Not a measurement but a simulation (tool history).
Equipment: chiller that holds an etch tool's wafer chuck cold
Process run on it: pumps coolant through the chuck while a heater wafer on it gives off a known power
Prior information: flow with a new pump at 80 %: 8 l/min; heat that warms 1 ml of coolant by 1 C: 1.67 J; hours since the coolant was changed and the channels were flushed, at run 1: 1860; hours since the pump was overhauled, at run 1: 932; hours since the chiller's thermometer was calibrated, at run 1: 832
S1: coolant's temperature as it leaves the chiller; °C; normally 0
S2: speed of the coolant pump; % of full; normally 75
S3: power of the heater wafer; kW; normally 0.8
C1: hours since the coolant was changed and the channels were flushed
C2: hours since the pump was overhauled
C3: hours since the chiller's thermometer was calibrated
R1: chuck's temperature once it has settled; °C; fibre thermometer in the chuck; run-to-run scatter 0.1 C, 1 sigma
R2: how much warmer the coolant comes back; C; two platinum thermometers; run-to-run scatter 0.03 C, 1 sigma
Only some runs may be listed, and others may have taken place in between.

{"run": 1, "day": 0.0, "S1": 0, "S2": 75, "S3": 0.8, "C1": 1860, "C2": 932, "C3": 832, "R1": 11.5, "R2": 3.96}
{"run": 2, "day": 1.575, "S1": 0, "S2": 77, "S3": 0.8, "C1": 1898, "C2": 970, "C3": 870, "R1": 11.5, "R2": 3.87}
{"run": 3, "day": 4.038, "S1": 0, "S2": 77, "S3": 0.8, "C1": 1957, "C2": 1029, "C3": 929, "R1": 11.4, "R2": 3.77}
{"run": 4, "day": 6.204, "S1": 0, "S2": 77, "S3": 0.8, "C1": 2009, "C2": 1081, "C3": 981, "R1": 11.3, "R2": 3.83}
{"run": 5, "day": 8.454, "S1": 0, "S2": 77, "S3": 0.8, "C1": 2063, "C2": 1135, "C3": 1035, "R1": 11.6, "R2": 3.79}
{"run": 6, "day": 11.571, "S1": 0, "S2": 77, "S3": 0.8, "C1": 2138, "C2": 1210, "C3": 1110, "R1": 11.4, "R2": 3.84}
{"run": 7, "day": 13.5, "S1": 0, "S2": 77, "S3": 0.8, "C1": 2184, "C2": 1256, "C3": 1156, "R1": 11.5, "R2": 3.87}
{"run": 8, "day": 14.796, "S1": 0, "S2": 75, "S3": 0.8, "C1": 2215, "C2": 1287, "C3": 1187, "R1": 11.8, "R2": 3.89}
{"run": 9, "day": 17.9, "S1": 0, "S2": 75, "S3": 0.605, "C1": 2290, "C2": 1362, "C3": 1262, "R1": 9, "R2": 3.02}
{"run": 10, "day": 19.817, "S1": 0, "S2": 75, "S3": 0.605, "C1": 2336, "C2": 1408, "C3": 1308, "R1": 9.1, "R2": 3.06}
{"run": 11, "day": 22.521, "S1": 0, "S2": 75, "S3": 0.605, "C1": 2401, "C2": 1473, "C3": 1373, "R1": 9.1, "R2": 2.98}
{"run": 12, "day": 24.183, "S1": 0, "S2": 75, "S3": 0.605, "C1": 2441, "C2": 1513, "C3": 1413, "R1": 9.3, "R2": 3.01}

Expected results for the next run?
{"run": 13, "day": 26.208, "S1": 0, "S2": 75, "S3": 0.605, "C1": 2489, "C2": 1561, "C3": 1461, "R1": "?", "R2": "?"}

R1: 9.3 °C
R2: 2.96 C
The same run, on a tool lacking any hidden state, would have yielded R1 7.7 °C, R2 2.84 C.
